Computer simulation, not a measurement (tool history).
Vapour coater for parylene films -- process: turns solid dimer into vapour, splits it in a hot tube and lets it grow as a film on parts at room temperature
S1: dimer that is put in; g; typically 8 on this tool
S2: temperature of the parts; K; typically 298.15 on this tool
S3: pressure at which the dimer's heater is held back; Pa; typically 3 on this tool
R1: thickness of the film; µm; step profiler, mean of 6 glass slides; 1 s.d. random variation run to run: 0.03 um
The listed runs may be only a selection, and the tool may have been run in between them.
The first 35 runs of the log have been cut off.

run 36 hour=1543.8 | S1=13 S2=292.15 S3=9.87 | R1=4.45
run 37 hour=1578.7 | S1=13 S2=292.15 S3=9.87 | R1=4.47
run 38 hour=1636.3 | S1=10 S2=292.15 S3=3 | R1=4.17
run 39 hour=1695.1 | S1=10 S2=292.15 S3=3 | R1=4.09
run 40 hour=1722.4 | S1=3 S2=307.15 S3=3 | R1=0.66
run 41 hour=1784.2 | S1=4 S2=298.15 S3=3 | R1=1.25
run 42 hour=1833.7 | S1=4 S2=298.15 S3=3 | R1=1.29
run 43 hour=1874.9 | S1=8 S2=298.15 S3=11.4 | R1=2.06
-- hour=1894.8 trap's valve overhauled
run 44 hour=1931.7 | S1=3 S2=292.15 S3=3 | R1=1.3
run 45 hour=1965.6 | S1=6 S2=292.15 S3=3.78 | R1=2.41
run 46 hour=2022.5 | S1=6 S2=292.15 S3=3.78 | R1=2.47
run 47 hour=2062.4 | S1=11 S2=297.15 S3=6.56 | R1=3.3
run 48 hour=2107 | S1=11 S2=290.15 S3=8.78 | R1=4.18

Branching from run 48: 3 alternative next runs. What would each branch give?
run A hour=2143.9 | S1=10 S2=299.15 S3=6.33 | R1=?
run B hour=2143.9 | S1=9 S2=304.15 S3=3 | R1=?
run C hour=2143.9 | S1=14 S2=297.15 S3=3 | R1=?

run=A R1=2.8
run=B R1=2.33
run=C R1=4.85
Without the tool's unlogged condition, the same runs would have read:
run=A R1=2.99
run=B R1=2.49
run=C R1=5.17
